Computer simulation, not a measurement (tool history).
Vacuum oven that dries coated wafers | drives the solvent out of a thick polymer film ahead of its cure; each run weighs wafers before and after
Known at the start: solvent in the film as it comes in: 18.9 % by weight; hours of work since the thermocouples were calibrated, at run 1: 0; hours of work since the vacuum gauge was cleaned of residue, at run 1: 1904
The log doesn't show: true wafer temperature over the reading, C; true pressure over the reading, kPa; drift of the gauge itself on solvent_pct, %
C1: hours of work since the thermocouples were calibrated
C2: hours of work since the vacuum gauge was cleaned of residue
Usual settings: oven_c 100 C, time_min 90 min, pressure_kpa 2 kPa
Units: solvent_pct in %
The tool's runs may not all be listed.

run 1 hour=0 | oven_c=100 time_min=90 pressure_kpa=2 | C1=0 C2=1904 | solvent_pct=4.24
run 2 hour=110.5 | oven_c=100 time_min=135 pressure_kpa=2 | C1=53 C2=1957 | solvent_pct=3.84
run 3 hour=181.3 | oven_c=100 time_min=90 pressure_kpa=1.6 | C1=88 C2=1991 | solvent_pct=3.53
run 4 hour=281.4 | oven_c=100 time_min=90 pressure_kpa=2 | C1=136 C2=2040 | solvent_pct=4.07
run 5 hour=341.1 | oven_c=100 time_min=90 pressure_kpa=2 | C1=165 C2=2069 | solvent_pct=4.25
-- hour=385.7 vacuum gauge cleaned of residue and calibrated
run 6 hour=421.7 | oven_c=98 time_min=90 pressure_kpa=2 | C1=203 C2=17 | solvent_pct=4.63
run 7 hour=544.4 | oven_c=100 time_min=90 pressure_kpa=2 | C1=262 C2=77 | solvent_pct=4.09
run 8 hour=664 | oven_c=100 time_min=90 pressure_kpa=2 | C1=320 C2=135 | solvent_pct=4.18
run 9 hour=754.3 | oven_c=100 time_min=90 pressure_kpa=2 | C1=364 C2=178 | solvent_pct=4
run 10 hour=856.1 | oven_c=100 time_min=90 pressure_kpa=2 | C1=413 C2=227 | solvent_pct=4.22
run 11 hour=974.8 | oven_c=100 time_min=90 pressure_kpa=2 | C1=470 C2=285 | solvent_pct=4.16
run 12 hour=1041.7 | oven_c=100 time_min=90 pressure_kpa=2 | C1=503 C2=317 | solvent_pct=4.16
run 13 hour=1132.5 | oven_c=100 time_min=90 pressure_kpa=2 | C1=547 C2=361 | solvent_pct=4.09
run 14 hour=1188.8 | oven_c=100 time_min=75 pressure_kpa=2 | C1=574 C2=388 | solvent_pct=4.39
run 15 hour=1261.6 | oven_c=100 time_min=75 pressure_kpa=2 | C1=609 C2=423 | solvent_pct=4.54
run 16 hour=1380.9 | oven_c=100 time_min=75 pressure_kpa=2 | C1=667 C2=481 | solvent_pct=4.54
run 17 hour=1443.4 | oven_c=100 time_min=75 pressure_kpa=2 | C1=697 C2=511 | solvent_pct=4.52
run 18 hour=1508 | oven_c=100 time_min=75 pressure_kpa=2 | C1=728 C2=543 | solvent_pct=4.45
run 19 hour=1588.5 | oven_c=102 time_min=90 pressure_kpa=2 | C1=767 C2=581 | solvent_pct=3.68
run 20 hour=1700.5 | oven_c=106 time_min=152 pressure_kpa=3.38 | C1=821 C2=636 | solvent_pct=4.96
run 21 hour=1799.8 | oven_c=100 time_min=56 pressure_kpa=4.94 | C1=869 C2=684 | solvent_pct=10.08
run 22 hour=1864.6 | oven_c=100 time_min=56 pressure_kpa=4.94 | C1=901 C2=715 | solvent_pct=9.99
run 23 hour=1942.2 | oven_c=100 time_min=56 pressure_kpa=4.94 | C1=938 C2=752 | solvent_pct=10.1
-- hour=1973.4 oven's thermocouples calibrated
run 24 hour=2035 | oven_c=102 time_min=122 pressure_kpa=1.32 | C1=30 C2=796 | solvent_pct=2.29
run 25 hour=2122.3 | oven_c=94 time_min=90 pressure_kpa=6.89 | C1=72 C2=839 | solvent_pct=16.02
run 26 hour=2177.2 | oven_c=106 time_min=87 pressure_kpa=6.75 | C1=99 C2=865 | solvent_pct=10.03
run 27 hour=2303.8 | oven_c=100 time_min=91 pressure_kpa=2 | C1=160 C2=926 | solvent_pct=4.08
run 28 hour=2428.9 | oven_c=100 time_min=91 pressure_kpa=2 | C1=220 C2=987 | solvent_pct=4.11
run 29 hour=2500.5 | oven_c=98 time_min=148 pressure_kpa=3.68 | C1=255 C2=1021 | solvent_pct=7.31
run 30 hour=2571.5 | oven_c=98 time_min=133 pressure_kpa=3.68 | C1=289 C2=1056 | solvent_pct=7.42

3 ways to go on from here, each from the tool as it stands after run 30. What would each give?
run A hour=2668.3 | oven_c=93 time_min=90 pressure_kpa=2 | C1=336 C2=1102 | solvent_pct=?
run B hour=2668.3 | oven_c=114 time_min=133 pressure_kpa=3.68 | C1=336 C2=1102 | solvent_pct=?
run C hour=2668.3 | oven_c=101 time_min=90 pressure_kpa=3.74 | C1=336 C2=1102 | solvent_pct=?

run=A solvent_pct=6.04
run=B solvent_pct=4.26
run=C solvent_pct=6.92
Without the tool's hidden state the same runs would have given:
run=A solvent_pct=6.01
run=B solvent_pct=4.24
run=C solvent_pct=6.9

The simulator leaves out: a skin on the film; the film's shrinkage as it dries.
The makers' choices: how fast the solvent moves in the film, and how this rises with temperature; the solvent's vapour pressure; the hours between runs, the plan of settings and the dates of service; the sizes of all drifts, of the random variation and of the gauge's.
